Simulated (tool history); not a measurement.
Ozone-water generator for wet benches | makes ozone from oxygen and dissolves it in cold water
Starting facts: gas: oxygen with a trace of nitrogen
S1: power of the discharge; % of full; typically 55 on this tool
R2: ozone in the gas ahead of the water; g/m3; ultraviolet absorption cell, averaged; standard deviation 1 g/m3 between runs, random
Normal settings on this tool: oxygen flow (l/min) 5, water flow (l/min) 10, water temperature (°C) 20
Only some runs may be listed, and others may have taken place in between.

run 1 hour=0.0 | S1=55 oxygen_flow_(l/min)=5 water_flow_(l/min)=10 water_temperature_(°C)=20 | dissolved_ozone_(ppm)=28.0 R2=184.9
run 2 hour=81.9 | S1=55 oxygen_flow_(l/min)=5 water_flow_(l/min)=10 water_temperature_(°C)=20 | dissolved_ozone_(ppm)=28.3 R2=184.8
run 3 hour=176.8 | S1=55 oxygen_flow_(l/min)=5 water_flow_(l/min)=10 water_temperature_(°C)=20 | dissolved_ozone_(ppm)=27.8 R2=184.1
run 4 hour=232.8 | S1=55 oxygen_flow_(l/min)=5 water_flow_(l/min)=10 water_temperature_(°C)=18 | dissolved_ozone_(ppm)=28.7 R2=183.5
-- hour=264.0 water thermometer calibrated
run 5 hour=315.3 | S1=55 oxygen_flow_(l/min)=5 water_flow_(l/min)=10 water_temperature_(°C)=18 | dissolved_ozone_(ppm)=28.7 R2=182.9
run 6 hour=410.4 | S1=55 oxygen_flow_(l/min)=5 water_flow_(l/min)=15 water_temperature_(°C)=20 | dissolved_ozone_(ppm)=20.6 R2=181.4
run 7 hour=457.7 | S1=47 oxygen_flow_(l/min)=5 water_flow_(l/min)=10 water_temperature_(°C)=20 | dissolved_ozone_(ppm)=25.0 R2=165.3
run 8 hour=516.8 | S1=75 oxygen_flow_(l/min)=5 water_flow_(l/min)=10 water_temperature_(°C)=20 | dissolved_ozone_(ppm)=33.7 R2=223.8
run 9 hour=599.3 | S1=75 oxygen_flow_(l/min)=5 water_flow_(l/min)=10 water_temperature_(°C)=20 | dissolved_ozone_(ppm)=33.7 R2=220.8
run 10 hour=643.0 | S1=75 oxygen_flow_(l/min)=5 water_flow_(l/min)=10 water_temperature_(°C)=20 | dissolved_ozone_(ppm)=33.8 R2=222.0
run 11 hour=705.5 | S1=75 oxygen_flow_(l/min)=5 water_flow_(l/min)=10 water_temperature_(°C)=20 | dissolved_ozone_(ppm)=33.2 R2=221.7

Run 12, settings as shown, results not yet in. Your forecast:
run 12 hour=773.2 | S1=75 oxygen_flow_(l/min)=5 water_flow_(l/min)=10 water_temperature_(°C)=20 | dissolved_ozone_(ppm)=? R2=?

{"run 12": {"dissolved ozone (ppm)": 33.1, "R2": 221.3}}
Were there no unlogged condition in the tool, this run, its random variation unchanged, would have produced dissolved ozone (ppm) 35.6, R2 227.5 g/m3.

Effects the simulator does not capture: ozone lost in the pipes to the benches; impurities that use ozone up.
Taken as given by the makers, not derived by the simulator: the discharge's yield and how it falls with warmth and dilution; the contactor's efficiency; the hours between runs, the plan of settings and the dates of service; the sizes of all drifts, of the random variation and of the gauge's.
